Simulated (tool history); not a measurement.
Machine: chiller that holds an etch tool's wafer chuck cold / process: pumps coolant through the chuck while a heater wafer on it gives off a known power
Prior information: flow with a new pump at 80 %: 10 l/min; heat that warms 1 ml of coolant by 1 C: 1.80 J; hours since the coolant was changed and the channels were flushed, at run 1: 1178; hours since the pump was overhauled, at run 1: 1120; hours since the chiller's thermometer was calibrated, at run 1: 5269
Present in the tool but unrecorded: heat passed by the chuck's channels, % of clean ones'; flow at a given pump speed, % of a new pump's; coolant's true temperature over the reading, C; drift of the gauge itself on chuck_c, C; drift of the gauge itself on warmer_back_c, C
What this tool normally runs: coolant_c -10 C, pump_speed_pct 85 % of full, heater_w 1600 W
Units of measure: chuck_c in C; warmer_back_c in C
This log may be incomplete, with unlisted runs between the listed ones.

run    hour  coolant_c  pump_speed_pct  heater_w  hours since the coolant was changed and the channels were flushed  hours since the pump was overhauled  hours since the chiller's thermometer was calibrated  chuck_c  warmer_back_c
  1     0.0        -10              85      1600                                                               1178                                 1120                                                  5269      4.0           4.96
      158.8  -- chiller's thermometer calibrated
  2   164.3        -10              85      1600                                                               1341                                 1283                                                     5      4.1           4.88
  3   300.8        -10              85      1600                                                               1477                                 1420                                                   142      4.0           4.96
  4   458.6        -10              85      1600                                                               1635                                 1577                                                   300      4.0           4.94
  5   566.3        -10              85      1600                                                               1743                                 1685                                                   407      4.1           4.90
  6   728.4        -10              85      1558                                                               1905                                 1847                                                   570      3.9           4.73
  7   887.4        -10              85      1558                                                               2064                                 2006                                                   729      3.7           4.69
  8   957.8        -10              85      1600                                                               2134                                 2077                                                   799      4.3           4.79
  9  1029.5        -10              63      1600                                                               2206                                 2148                                                   871      9.3           6.83
 10  1147.3        -10              85      1600                                                               2324                                 2266                                                   988      3.9           4.74
 11  1313.5        -10              85      1086                                                               2490                                 2432                                                  1155     -0.5           3.19
 12  1469.5        -10              85      1600                                                               2646                                 2588                                                  1311      4.2           4.74
 13  1589.4        -10              85      1600                                                               2766                                 2708                                                  1431      4.1           4.72
     1616.1  -- gauge calibrated
 14  1726.1        -10              85      1600                                                               2903                                 2845                                                  1567      4.1           4.96
 15  1840.8        -10              85      1600                                                               3017                                 2960                                                  1682      4.2           4.95
 16  1924.6        -10              85      1600                                                               3101                                 3043                                                  1766      4.3           4.96
 17  2007.6         -6              98      1330                                                               3184                                 3126                                                  1849      4.2           3.42
 18  2162.0         -6              98      1330                                                               3339                                 3281                                                  2003      4.1           3.40
 19  2244.5        -16              83       965                                                               3421                                 3363                                                  2086     -7.4           3.02
 20  2362.2        -10              63       992                                                               3539                                 3481                                                  2203      1.9           4.23
 21  2467.4        -10              85      2346                                                               3644                                 3586                                                  2309     10.5           7.16
 22  2542.0         -8              72      1730                                                               3719                                 3661                                                  2383     10.2           6.33
 23  2649.1         -7              80      1798                                                               3826                                 3768                                                  2490      9.8           5.79
 24  2737.5         -9              85      1600                                                               3914                                 3856                                                  2579      5.1           4.79
 25  2875.6        -15              85      1600                                                               4052                                 3994                                                  2717     -0.9           4.76
 26  2978.9        -18              66      2105                                                               4156                                 4098                                                  2820      6.1           8.50
 27  3082.5        -10              96       885                                                               4259                                 4201                                                  2924     -3.3           2.15
 28  3163.6        -14              96      1653                                                               4340                                 4282                                                  3005     -1.3           4.21
 29  3308.9        -20              87      2082                                                               4485                                 4428                                                  3150     -2.0           6.02
 30  3461.5        -20              60      2006                                                               4638                                 4580                                                  3303      5.3           8.94
 31  3627.9        -14              86      2118                                                               4805                                 4747                                                  3469      4.5           6.18
 32  3766.5          0              65      2118                                                               4943                                 4885                                                  3608     24.6           8.62

3 options for the next run, each taken on its own from the tool as it stands now. Forecast them:
  A  3877.0        -16              85      1408                                                               5054                                 4996                                                  3718        ?              ?
  B  3877.0        -19              61      1600                                                               5054                                 4996                                                  3718        ?              ?
  C  3877.0        -10              87      1600                                                               5054                                 4996                                                  3718        ?              ?

run  chuck_c  warmer_back_c
  A     -3.8           4.01
  B      0.9           6.90
  C      3.7           4.43
With the hidden condition removed and each run's random variation left untouched, the same runs would have given:
run  chuck_c  warmer_back_c
  A     -3.8           4.38
  B      0.9           7.27
  C      3.7           4.80

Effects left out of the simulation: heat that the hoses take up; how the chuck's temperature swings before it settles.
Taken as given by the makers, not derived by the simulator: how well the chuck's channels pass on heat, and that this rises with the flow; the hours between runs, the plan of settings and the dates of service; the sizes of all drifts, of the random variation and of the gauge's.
